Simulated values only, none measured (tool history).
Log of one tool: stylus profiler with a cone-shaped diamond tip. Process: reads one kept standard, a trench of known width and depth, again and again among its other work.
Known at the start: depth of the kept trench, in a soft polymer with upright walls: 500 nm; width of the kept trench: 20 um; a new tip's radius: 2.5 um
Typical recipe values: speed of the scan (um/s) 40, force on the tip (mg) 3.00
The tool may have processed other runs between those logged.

run,hour,speed of the scan (um/s),force on the tip (mg),depth of the trench (nm),width of the trench's floor (nm)
1,0.0,40,3.00,511.36,16080
2,79.2,40,1.23,507.94,15990
3,165.4,40,1.23,508.23,15900
4,255.0,15,3.00,511.99,16170
5,329.9,15,3.00,511.79,16110
6,428.5,15,3.00,512.15,16100
# hour 490.8: height scale calibrated on a step standard
7,510.4,15,3.00,514.66,16090
8,607.3,40,3.00,514.80,15870
9,705.3,40,3.00,514.72,15920
10,780.5,128,3.00,514.86,15390
11,841.0,128,3.00,514.88,15340
# hour 912.5: height scale calibrated on a step standard, once more
12,923.5,128,3.00,508.31,15350
13,988.3,128,3.00,508.21,15300
14,1076.8,128,3.00,508.24,15310
15,1132.5,128,3.00,508.40,15320
16,1198.6,128,2.99,508.80,15290
17,1293.7,40,3.00,508.66,15710
18,1337.0,40,3.00,508.76,15740
19,1392.4,45,3.00,508.88,15650
20,1470.1,45,8.40,517.14,15820
21,1566.7,45,8.40,517.28,15720
22,1631.0,45,8.40,517.22,15690
23,1695.1,45,8.40,517.66,15710
# hour 1701.4: new tip fitted, height scale calibrated
24,1771.0,15,3.00,508.35,16930
25,1835.3,15,1.29,505.01,16830
26,1907.6,15,1.29,504.71,16840
27,1987.3,17,1.29,504.97,16740
28,2052.2,17,1.57,505.77,16770
29,2095.3,75,6.18,514.06,16590
30,2138.0,45,1.07,504.96,16410
31,2182.1,24,2.71,508.40,16770
32,2254.6,21,5.36,512.84,16720
33,2329.5,64,2.60,508.40,16430
34,2416.4,64,2.60,508.18,16410
35,2509.4,26,7.66,516.58,16660
36,2581.4,26,7.66,516.42,16660
37,2650.1,26,7.66,516.60,16660
38,2710.3,26,7.66,516.69,16560
39,2784.2,15,3.00,509.49,16610
40,2877.5,39,3.27,510.18,16380
41,2921.7,15,2.28,508.56,16490
42,3011.1,15,2.28,508.78,16500
43,3098.6,17,8.74,518.77,16510
44,3173.7,11,3.53,511.37,16540
45,3237.8,43,1.26,506.69,16130

Each row is a separate what-if for the run after 45, all from the same tool condition, not one after another. Results?
A,3301.8,13,1.26,?,?
B,3301.8,26,5.23,?,?
C,3301.8,87,1.00,?,?
D,3301.8,17,3.35,?,?
E,3301.8,149,2.20,?,?

run,depth of the trench (nm),width of the trench's floor (nm)
A,506.75,16410
B,514.18,16400
C,506.16,15610
D,510.85,16440
E,508.83,15540
Had the tool no hidden state, the same runs would have come out as:
run,depth of the trench (nm),width of the trench's floor (nm)
A,504.47,16890
B,511.87,16880
C,503.89,16090
D,508.56,16920
E,506.54,16020

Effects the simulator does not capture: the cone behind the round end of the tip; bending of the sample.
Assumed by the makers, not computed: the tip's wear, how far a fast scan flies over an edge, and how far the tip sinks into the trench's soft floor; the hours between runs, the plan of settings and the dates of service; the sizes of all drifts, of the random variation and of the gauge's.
